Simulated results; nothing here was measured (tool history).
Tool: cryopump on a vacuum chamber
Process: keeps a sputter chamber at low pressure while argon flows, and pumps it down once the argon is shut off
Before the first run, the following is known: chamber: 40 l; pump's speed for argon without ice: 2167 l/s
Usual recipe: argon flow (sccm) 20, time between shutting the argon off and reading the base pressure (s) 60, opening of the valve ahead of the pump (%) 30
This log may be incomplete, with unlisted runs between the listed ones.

| run | hour | argon flow (sccm) | time between shutting the argon off and reading the base pressure (s) | opening of the valve ahead of the pump (%) | pressure while argon flows (Pa) | pressure after the wait (uPa) |
|---|---|---|---|---|---|---|
| 1 | 0.0 | 20 | 60 | 30 | 0.0527 | 2.02 |
| 2 | 27.7 | 20 | 60 | 30 | 0.0530 | 2.05 |
| 3 | 55.6 | 20 | 60 | 30 | 0.0527 | 1.99 |
| 4 | 95.0 | 20 | 60 | 30 | 0.0529 | 2.01 |
| 5 | 131.3 | 20 | 60 | 30 | 0.0525 | 2.03 |
| 6 | 162.5 | 20 | 60 | 36 | 0.0443 | 2.07 |
| 7 | 185.5 | 27 | 60 | 30 | 0.0722 | 2.06 |
| 8 | 222.4 | 20 | 60 | 30 | 0.0531 | 2.12 |
| 9 | 264.1 | 20 | 60 | 30 | 0.0535 | 2.10 |
| 10 | 304.1 | 20 | 60 | 20 | 0.0802 | 2.09 |
| 11 | 336.8 | 20 | 60 | 20 | 0.0798 | 2.17 |
| 12 | 372.8 | 20 | 60 | 20 | 0.0802 | 2.10 |
| 13 | 394.2 | 20 | 26 | 54 | 0.0307 | 3.27 |
| 14 | 433.4 | 20 | 26 | 54 | 0.0308 | 3.29 |
| 15 | 457.9 | 20 | 26 | 54 | 0.0313 | 3.35 |
| 16 | 500.9 | 10 | 60 | 30 | 0.0273 | 2.17 |
| 17 | 544.4 | 10 | 60 | 30 | 0.0273 | 2.17 |
| 18 | 568.4 | 10 | 60 | 30 | 0.0266 | 2.18 |
| 19 | 599.8 | 38 | 60 | 16 | 0.1898 | 2.16 |
| 20 | 634.8 | 38 | 60 | 16 | 0.1897 | 2.23 |
| 21 | 671.9 | 38 | 60 | 16 | 0.1912 | 2.18 |
| 22 | 705.9 | 20 | 23 | 30 | 0.0540 | 3.68 |
| 23 | 742.2 | 20 | 60 | 53 | 0.0325 | 2.23 |
| 24 | 771.8 | 36 | 59 | 22 | 0.1323 | 2.23 |

Each row is a separate what-if for the run after 24, all from the same tool condition, not one after another. Results?
| A | 810.3 | 37 | 120 | 40 | ? | ? |
| B | 810.3 | 15 | 121 | 57 | ? | ? |
| C | 810.3 | 36 | 29 | 22 | ? | ? |
| D | 810.3 | 12 | 60 | 20 | ? | ? |
| E | 810.3 | 36 | 32 | 16 | ? | ? |

| run | pressure while argon flows (Pa) | pressure after the wait (uPa) |
|---|---|---|
| A | 0.0778 | 1.75 |
| B | 0.0220 | 1.76 |
| C | 0.1319 | 3.22 |
| D | 0.0487 | 2.30 |
| E | 0.1814 | 2.94 |
Take away the tool's hidden state, keep each run's random variation, and the runs would have read:
| run | pressure while argon flows (Pa) | pressure after the wait (uPa) |
|---|---|---|
| A | 0.0727 | 0.54 |
| B | 0.0200 | 0.55 |
| C | 0.1270 | 1.96 |
| D | 0.0471 | 1.03 |
| E | 0.1765 | 1.72 |
